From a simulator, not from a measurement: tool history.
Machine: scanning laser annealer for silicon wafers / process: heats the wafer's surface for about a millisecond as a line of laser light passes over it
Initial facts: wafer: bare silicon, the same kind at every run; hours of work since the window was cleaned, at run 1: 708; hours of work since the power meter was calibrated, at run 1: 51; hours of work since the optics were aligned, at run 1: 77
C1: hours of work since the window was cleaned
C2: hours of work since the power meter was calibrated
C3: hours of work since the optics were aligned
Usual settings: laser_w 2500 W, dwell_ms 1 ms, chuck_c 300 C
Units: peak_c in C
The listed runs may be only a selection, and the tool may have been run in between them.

Run 1, hour 0: usual settings; C1 708; C2 51; C3 77. Result: peak_c 977 C.
Run 2, hour 34.1: usual settings; C1 724; C2 67; C3 92. Result: peak_c 979 C.
Run 3, hour 67: usual settings; C1 739; C2 82; C3 107. Result: peak_c 978 C.
Run 4, hour 103.7: usual settings but laser_w 2193 W; C1 755; C2 99; C3 124. Result: peak_c 876 C.
Run 5, hour 140.5: usual settings but laser_w 2193 W; C1 772; C2 116; C3 141. Result: peak_c 877 C.
Run 6, hour 156.5: usual settings but laser_w 2193 W; C1 780; C2 123; C3 148. Result: peak_c 875 C.
Run 7, hour 171.9: usual settings; C1 787; C2 130; C3 156. Result: peak_c 975 C.
At hour 192.2: window over the wafer cleaned.
Run 8, hour 203.9: usual settings; C1 5; C2 144; C3 169. Result: peak_c 997 C.
Run 9, hour 221.4: usual settings; C1 13; C2 152; C3 177. Result: peak_c 995 C.
Run 10, hour 248.8: usual settings; C1 26; C2 164; C3 190. Result: peak_c 996 C.
Run 11, hour 267.8: usual settings; C1 35; C2 173; C3 198. Result: peak_c 995 C.
At hour 274.6: optics aligned, line set to its width.
Run 12, hour 302.1: usual settings; C1 48; C2 186; C3 13. Result: peak_c 994 C.
Run 13, hour 329: usual settings but dwell_ms 0.75 ms; C1 60; C2 199; C3 25. Result: peak_c 906 C.
Run 14, hour 362.5: usual settings but dwell_ms 0.75 ms; C1 76; C2 214; C3 40. Result: peak_c 907 C.
At hour 380.1: optics aligned, line set to its width, once more.
Run 15, hour 398.1: usual settings but chuck_c 277 C; C1 90; C2 228; C3 8. Result: peak_c 975 C.
Run 16, hour 426.9: usual settings but laser_w 2438 W, chuck_c 277 C; C1 103; C2 241; C3 21. Result: peak_c 953 C.
Run 17, hour 460: usual settings but laser_w 2547 W; C1 118; C2 256; C3 37. Result: peak_c 1013 C.
Run 18, hour 479.1: usual settings but laser_w 2547 W; C1 127; C2 265; C3 45. Result: peak_c 1012 C.
Run 19, hour 504.9: usual settings but laser_w 2547 W; C1 138; C2 277; C3 57. Result: peak_c 1013 C.
Run 20, hour 533: usual settings but laser_w 2547 W; C1 151; C2 290; C3 70. Result: peak_c 1011 C.
Run 21, hour 565.9: usual settings but laser_w 2574 W; C1 166; C2 305; C3 85. Result: peak_c 1022 C.
Run 22, hour 583: usual settings but laser_w 2335 W, chuck_c 287 C; C1 174; C2 312; C3 93. Result: peak_c 928 C.
Run 23, hour 615.9: usual settings but laser_w 2335 W, chuck_c 332 C; C1 189; C2 328; C3 108. Result: peak_c 973 C.
Run 24, hour 630.8: usual settings but dwell_ms 0.88 ms, chuck_c 275 C; C1 196; C2 334; C3 115. Result: peak_c 929 C.
Run 25, hour 652.6: usual settings but laser_w 2206 W, dwell_ms 0.81 ms, chuck_c 277 C; C1 206; C2 344; C3 125. Result: peak_c 816 C.
Run 26, hour 684.7: usual settings but laser_w 2321 W, dwell_ms 1.09 ms, chuck_c 280 C; C1 221; C2 359; C3 139. Result: peak_c 938 C.
Run 27, hour 719: usual settings but laser_w 2321 W, dwell_ms 1.09 ms, chuck_c 280 C; C1 236; C2 375; C3 155. Result: peak_c 936 C.
Run 28, hour 734.4: usual settings but laser_w 2321 W, dwell_ms 1.09 ms, chuck_c 280 C; C1 243; C2 382; C3 162. Result: peak_c 937 C.
Run 29, hour 765.3: usual settings but laser_w 2342 W, dwell_ms 0.93 ms, chuck_c 280 C; C1 258; C2 396; C3 176. Result: peak_c 898 C.
Run 30, hour 785.6: usual settings but laser_w 2342 W, dwell_ms 0.93 ms, chuck_c 280 C; C1 267; C2 405; C3 185. Result: peak_c 898 C.
Run 31, hour 818.1: usual settings but dwell_ms 1.14 ms, chuck_c 274 C; C1 282; C2 420; C3 200. Result: peak_c 1010 C.
Run 32, hour 853.5: usual settings but laser_w 2149 W, dwell_ms 0.8 ms; C1 298; C2 436; C3 217. Result: peak_c 818 C.
Run 33, hour 873.7: usual settings but laser_w 2655 W, dwell_ms 0.74 ms, chuck_c 333 C; C1 307; C2 445; C3 226. Result: peak_c 977 C.
Run 34, hour 898.4: usual settings but laser_w 2610 W, dwell_ms 0.74 ms, chuck_c 333 C; C1 318; C2 457; C3 237. Result: peak_c 966 C.
Run 35, hour 925.2: usual settings but laser_w 2610 W, dwell_ms 0.74 ms, chuck_c 333 C; C1 331; C2 469; C3 249. Result: peak_c 961 C.
Run 36, hour 955.6: usual settings but laser_w 2323 W, chuck_c 262 C; C1 345; C2 483; C3 263. Result: peak_c 889 C.
Run 37, hour 978.7: usual settings but laser_w 2217 W, chuck_c 277 C; C1 355; C2 493; C3 274. Result: peak_c 873 C.
Run 38, hour 1010.8: usual settings but chuck_c 297 C; C1 370; C2 508; C3 288. Result: peak_c 983 C.
Run 39, hour 1046: usual settings but laser_w 2644 W; C1 386; C2 524; C3 305. Result: peak_c 1034 C.
Run 40, hour 1073.5: usual settings but dwell_ms 0.92 ms, chuck_c 320 C; C1 399; C2 537; C3 317. Result: peak_c 977 C.

5 ways to go on from here, each from the tool as it stands after run 40. What would each give?
Run A, hour 1090.1: usual settings but laser_w 2451 W, chuck_c 270 C; C1 406; C2 544; C3 325. Result: peak_c ?.
Run B, hour 1090.1: usual settings but laser_w 2586 W; C1 406; C2 544; C3 325. Result: peak_c ?.
Run C, hour 1090.1: usual settings but laser_w 2343 W, dwell_ms 0.8 ms; C1 406; C2 544; C3 325. Result: peak_c ?.
Run D, hour 1090.1: usual settings but chuck_c 284 C; C1 406; C2 544; C3 325. Result: peak_c ?.
Run E, hour 1090.1: usual settings but laser_w 2453 W, dwell_ms 1.17 ms; C1 406; C2 544; C3 325. Result: peak_c ?.

run  peak_c
  A     937
  B    1015
  C     873
  D     970
  E    1021
Stripped of hidden state, with their random variation kept, the same runs would have yielded:
run  peak_c
  A     953
  B    1032
  C     887
  D     986
  E    1038
